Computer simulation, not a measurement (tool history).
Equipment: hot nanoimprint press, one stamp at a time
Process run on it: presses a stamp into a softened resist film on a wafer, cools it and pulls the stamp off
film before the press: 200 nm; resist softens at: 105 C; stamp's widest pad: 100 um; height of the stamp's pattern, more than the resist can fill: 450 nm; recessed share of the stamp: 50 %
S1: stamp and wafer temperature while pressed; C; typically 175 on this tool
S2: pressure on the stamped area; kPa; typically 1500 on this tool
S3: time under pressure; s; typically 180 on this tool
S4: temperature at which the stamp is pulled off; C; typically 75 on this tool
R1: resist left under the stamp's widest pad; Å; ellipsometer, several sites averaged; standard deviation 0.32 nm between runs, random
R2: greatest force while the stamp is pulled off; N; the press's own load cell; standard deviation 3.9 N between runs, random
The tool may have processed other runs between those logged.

run 1 day=0 | S1=175 S2=1500 S3=180 S4=75 | R1=950 R2=237
run 2 day=0.575 | S1=175 S2=1500 S3=180 S4=75 | R1=951 R2=235
run 3 day=1.788 | S1=175 S2=1500 S3=329 S4=75 | R1=781 R2=249
run 4 day=2.8 | S1=175 S2=1500 S3=329 S4=75 | R1=785 R2=252
run 5 day=3.475 | S1=175 S2=1500 S3=319 S4=75 | R1=796 R2=251
run 6 day=4.196 | S1=175 S2=1500 S3=319 S4=75 | R1=799 R2=254
run 7 day=5.275 | S1=175 S2=1500 S3=319 S4=75 | R1=795 R2=260
run 8 day=6.588 | S1=175 S2=1500 S3=319 S4=75 | R1=801 R2=273
run 9 day=7.442 | S1=175 S2=1940 S3=319 S4=75 | R1=691 R2=267
run 10 day=8.804 | S1=175 S2=1940 S3=97 S4=75 | R1=1039 R2=276
-- day=9.588 stamp cleaned and given a new release coat
run 11 day=10.408 | S1=175 S2=1500 S3=131 S4=75 | R1=1073 R2=227
run 12 day=10.983 | S1=175 S2=1000 S3=131 S4=78 | R1=1295 R2=224

Estimate the outcome of run 13 from the log above:
run 13 day=12.321 | S1=165 S2=970 S3=250 S4=78 | R1=? R2=?

{"run 13": {"R1": 1451, "R2": 230}}
The same run, on a tool lacking any hidden state, would have yielded R1 1406 Å, R2 216 N.

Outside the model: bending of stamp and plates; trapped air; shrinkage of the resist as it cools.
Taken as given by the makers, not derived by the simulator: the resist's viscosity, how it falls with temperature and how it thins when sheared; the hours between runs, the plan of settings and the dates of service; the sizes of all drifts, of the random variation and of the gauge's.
